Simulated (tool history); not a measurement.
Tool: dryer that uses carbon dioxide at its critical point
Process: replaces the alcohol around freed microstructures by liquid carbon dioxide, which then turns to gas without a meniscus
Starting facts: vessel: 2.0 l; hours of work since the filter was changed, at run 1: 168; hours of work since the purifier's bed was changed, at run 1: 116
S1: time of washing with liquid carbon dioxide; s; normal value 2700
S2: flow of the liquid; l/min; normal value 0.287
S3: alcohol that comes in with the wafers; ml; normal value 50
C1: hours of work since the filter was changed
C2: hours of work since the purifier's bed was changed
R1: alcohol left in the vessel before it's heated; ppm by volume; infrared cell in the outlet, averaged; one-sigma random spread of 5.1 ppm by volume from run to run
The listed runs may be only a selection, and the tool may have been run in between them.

Run 1, hour 0: usual settings; C1 168; C2 116. Result: R1 112 ppm by volume.
Run 2, hour 31.8: usual settings; C1 178; C2 126. Result: R1 110 ppm by volume.
Run 3, hour 77.4: usual settings but S3 25 ml; C1 193; C2 140. Result: R1 71 ppm by volume.
Run 4, hour 127.7: usual settings but S2 0.22 l/min; C1 208; C2 156. Result: R1 323 ppm by volume.
Run 5, hour 178.6: usual settings but S1 1740 s; C1 224; C2 172. Result: R1 651 ppm by volume.
Run 6, hour 223.6: usual settings but S1 1740 s; C1 238; C2 186. Result: R1 668 ppm by volume.
Run 7, hour 255.3: usual settings; C1 248; C2 196. Result: R1 132 ppm by volume.
Run 8, hour 293.6: usual settings but S2 0.186 l/min; C1 260; C2 208. Result: R1 640 ppm by volume.
Run 9, hour 326.5: usual settings but S2 0.429 l/min, S3 79 ml; C1 271; C2 218. Result: R1 71 ppm by volume.
Run 10, hour 355: usual settings but S2 0.429 l/min, S3 79 ml; C1 279; C2 227. Result: R1 68 ppm by volume.
Run 11, hour 389.9: usual settings but S1 2580 s, S2 0.429 l/min, S3 79 ml; C1 290; C2 238. Result: R1 79 ppm by volume.
Run 12, hour 417.9: usual settings but S1 3120 s, S2 0.189 l/min; C1 299; C2 247. Result: R1 364 ppm by volume.
Run 13, hour 458.4: usual settings but S1 3120 s, S2 0.189 l/min; C1 312; C2 259. Result: R1 369 ppm by volume.
Run 14, hour 516.9: usual settings but S1 3120 s, S2 0.462 l/min; C1 330; C2 278. Result: R1 67 ppm by volume.

3 ways to go on from here, each from the tool as it stands after run 14. What would each give?
Run A, hour 573.8: usual settings but S1 4260 s, S2 0.314 l/min, S3 20 ml; C1 348; C2 296. Result: R1 ?.
Run B, hour 573.8: usual settings but S1 2760 s, S2 0.27 l/min, S3 69 ml; C1 348; C2 296. Result: R1 ?.
Run C, hour 573.8: usual settings but S3 55 ml; C1 348; C2 296. Result: R1 ?.

run   R1
  A   69
  B  221
  C  169
The same runs, with their run-to-run variation unchanged, on a tool lacking any hidden condition would have given:
run   R1
  A    2
  B  114
  C   75
